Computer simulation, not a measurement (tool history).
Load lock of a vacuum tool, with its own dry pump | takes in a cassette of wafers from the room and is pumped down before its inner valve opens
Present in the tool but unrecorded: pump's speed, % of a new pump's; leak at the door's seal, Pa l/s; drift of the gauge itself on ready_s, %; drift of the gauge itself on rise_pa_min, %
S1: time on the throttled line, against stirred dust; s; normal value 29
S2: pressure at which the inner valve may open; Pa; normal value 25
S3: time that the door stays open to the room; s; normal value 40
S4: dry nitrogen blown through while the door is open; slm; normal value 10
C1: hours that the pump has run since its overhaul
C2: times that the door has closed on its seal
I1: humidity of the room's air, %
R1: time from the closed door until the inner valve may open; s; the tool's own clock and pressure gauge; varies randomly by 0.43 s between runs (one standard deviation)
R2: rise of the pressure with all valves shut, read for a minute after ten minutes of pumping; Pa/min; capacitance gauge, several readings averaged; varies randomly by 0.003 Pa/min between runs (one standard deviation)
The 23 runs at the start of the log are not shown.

| run | day | S1 | S2 | S3 | S4 | C1 | C2 | I1 | R1 | R2 |
|---|---|---|---|---|---|---|---|---|---|---|
| 24 | 227.767 | 24 | 25 | 147 | 21 | 10383 | 22202 | 45.7 | 49.7 | 0.037 |
| 25 | 233.429 | 23 | 25 | 40 | 6 | 10519 | 22760 | 44.1 | 48.9 | 0.027 |
| 26 | 238.846 | 29 | 25 | 109 | 10 | 10649 | 23294 | 44.1 | 52 | 0.046 |
| 27 | 247.471 | 29 | 25 | 138 | 10 | 10856 | 24144 | 44.8 | 52 | 0.052 |
| 28 | 257.512 | 29 | 25 | 35 | 10 | 11097 | 25134 | 44.3 | 52.5 | 0.027 |
| 29 | 265.675 | 29 | 25 | 35 | 10 | 11293 | 25939 | 45 | 52 | 0.02 |
| 30 | 276.029 | 29 | 25 | 35 | 20 | 11542 | 26960 | 42 | 52.5 | 0.016 |
| 31 | 282.767 | 15 | 38 | 40 | 10 | 11703 | 27624 | 42.8 | 41 | 0.028 |
| 32 | 288.808 | 16 | 20 | 102 | 4 | 11848 | 28220 | 42.8 | 44.2 | 0.051 |
| 33 | 299.867 | 24 | 48 | 31 | 39 | 12114 | 29310 | 43.2 | 46.7 | 0.01 |
| 34 | 305.321 | 24 | 48 | 31 | 39 | 12245 | 29848 | 45.1 | 46.4 | 0.018 |
| 35 | 313.829 | 41 | 47 | 40 | 10 | 12449 | 30687 | 42.3 | 59 | 0.028 |
| 36 | 319.408 | 44 | 46 | 209 | 10 | 12583 | 31237 | 43.9 | 60.9 | 0.061 |

Alternative continuations, all from the tool just after run 36; predict every row:
| A | 327.833 | 44 | 28 | 151 | 6 | 12785 | 32068 | 42.8 | ? | ? |
| B | 327.833 | 23 | 46 | 209 | 19 | 12785 | 32068 | 45.5 | ? | ? |
| C | 327.833 | 44 | 46 | 88 | 4 | 12785 | 32068 | 44 | ? | ? |
| D | 327.833 | 57 | 25 | 139 | 8 | 12785 | 32068 | 45.2 | ? | ? |
| E | 327.833 | 44 | 46 | 99 | 6 | 12785 | 32068 | 43 | ? | ? |

| run | R1 | R2 |
|---|---|---|
| A | 63.4 | 0.06 |
| B | 46.4 | 0.055 |
| C | 60.2 | 0.055 |
| D | 72.4 | 0.059 |
| E | 60.6 | 0.045 |
Without the tool's hidden state the same runs would have given:
| run | R1 | R2 |
|---|---|---|
| A | 63.4 | 0.059 |
| B | 46.4 | 0.054 |
| C | 60.2 | 0.054 |
| D | 72.4 | 0.058 |
| E | 60.6 | 0.044 |
